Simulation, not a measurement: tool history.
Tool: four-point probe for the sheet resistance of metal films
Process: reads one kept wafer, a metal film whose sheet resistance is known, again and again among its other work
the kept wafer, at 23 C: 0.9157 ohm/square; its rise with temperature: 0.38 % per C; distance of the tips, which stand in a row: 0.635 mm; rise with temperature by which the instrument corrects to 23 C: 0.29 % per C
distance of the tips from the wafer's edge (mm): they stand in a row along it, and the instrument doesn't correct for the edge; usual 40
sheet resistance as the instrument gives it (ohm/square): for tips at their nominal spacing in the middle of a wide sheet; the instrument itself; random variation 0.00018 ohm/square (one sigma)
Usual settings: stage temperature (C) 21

| run | hour | stage temperature (C) | distance of the tips from the wafer's edge (mm) | sheet resistance as the instrument gives it (ohm/square) |
|---|---|---|---|---|
| 1 | 0.0 | 21 | 40 | 0.910338 |
| 2 | 20.4 | 21 | 40 | 0.910200 |
| 3 | 33.3 | 21 | 40 | 0.910440 |
| 4 | 53.7 | 21 | 40 | 0.909927 |
| 5 | 72.3 | 21 | 40 | 0.909769 |
| 6 | 90.9 | 21 | 40 | 0.909421 |
| 7 | 110.6 | 21 | 40 | 0.909907 |
| 8 | 130.3 | 21 | 40 | 0.909622 |
| 9 | 146.4 | 21 | 40 | 0.909361 |
| 10 | 163.0 | 19 | 40 | 0.907832 |
| 11 | 175.4 | 19 | 17 | 0.908192 |
| 12 | 187.3 | 19 | 17 | 0.908153 |
| 13 | 211.5 | 24 | 40 | 0.911606 |
| 14 | 238.6 | 24 | 40 | 0.911657 |
| 15 | 254.5 | 24 | 40 | 0.911765 |
| 16 | 276.8 | 20 | 40 | 0.908132 |
| 17 | 290.1 | 20 | 40 | 0.908182 |
| 18 | 303.9 | 20 | 40 | 0.908022 |
| 19 | 317.2 | 20 | 40 | 0.907740 |
| 20 | 335.5 | 20 | 26 | 0.908010 |
| 21 | 360.4 | 21 | 40 | 0.908617 |
| 22 | 386.4 | 21 | 40 | 0.908436 |
| 23 | 400.0 | 27 | 40 | 0.913521 |
| 24 | 416.0 | 24 | 5 | 0.918754 |
| 25 | 437.1 | 32 | 5 | 0.924926 |
| 26 | 463.2 | 34 | 40 | 0.919187 |
| 27 | 489.9 | 20 | 19 | 0.907437 |
| 28 | 504.4 | 31 | 40 | 0.915924 |
| 29 | 517.4 | 31 | 40 | 0.915711 |
| 30 | 533.3 | 21 | 6 | 0.913043 |
| 31 | 550.3 | 21 | 4 | 0.919597 |
| 32 | 573.5 | 21 | 4 | 0.919655 |
| 33 | 587.5 | 34 | 49 | 0.918344 |
| 34 | 615.9 | 21 | 19 | 0.907742 |
| 35 | 643.6 | 21 | 19 | 0.907551 |
| 36 | 664.1 | 19 | 33 | 0.905483 |
| 37 | 687.7 | 21 | 67 | 0.906884 |
| 38 | 704.6 | 21 | 6 | 0.912314 |
| 39 | 717.4 | 23 | 6 | 0.913969 |
| 40 | 739.4 | 32 | 29 | 0.916045 |
| 41 | 763.3 | 28 | 11 | 0.914372 |
| 42 | 784.3 | 28 | 15 | 0.912995 |
|  | 803.9 | new probe head fitted |
| 43 | 812.0 | 26 | 6 | 0.925864 |
| 44 | 834.9 | 19 | 67 | 0.914588 |
| 45 | 849.7 | 32 | 14 | 0.926243 |

4 ways to go on from here, each from the tool as it stands after run 45. What would each give?
| A | 874.8 | 29 | 7 | ? |
| B | 874.8 | 26 | 40 | ? |
| C | 874.8 | 22 | 40 | ? |
| D | 874.8 | 21 | 23 | ? |

| run | sheet resistance as the instrument gives it (ohm/square) |
|---|---|
| A | 0.926361 |
| B | 0.920188 |
| C | 0.917180 |
| D | 0.916220 |
Without the tool's hidden state the same runs would have given:
| run | sheet resistance as the instrument gives it (ohm/square) |
|---|---|
| A | 0.924413 |
| B | 0.918241 |
| C | 0.915224 |
| D | 0.914263 |
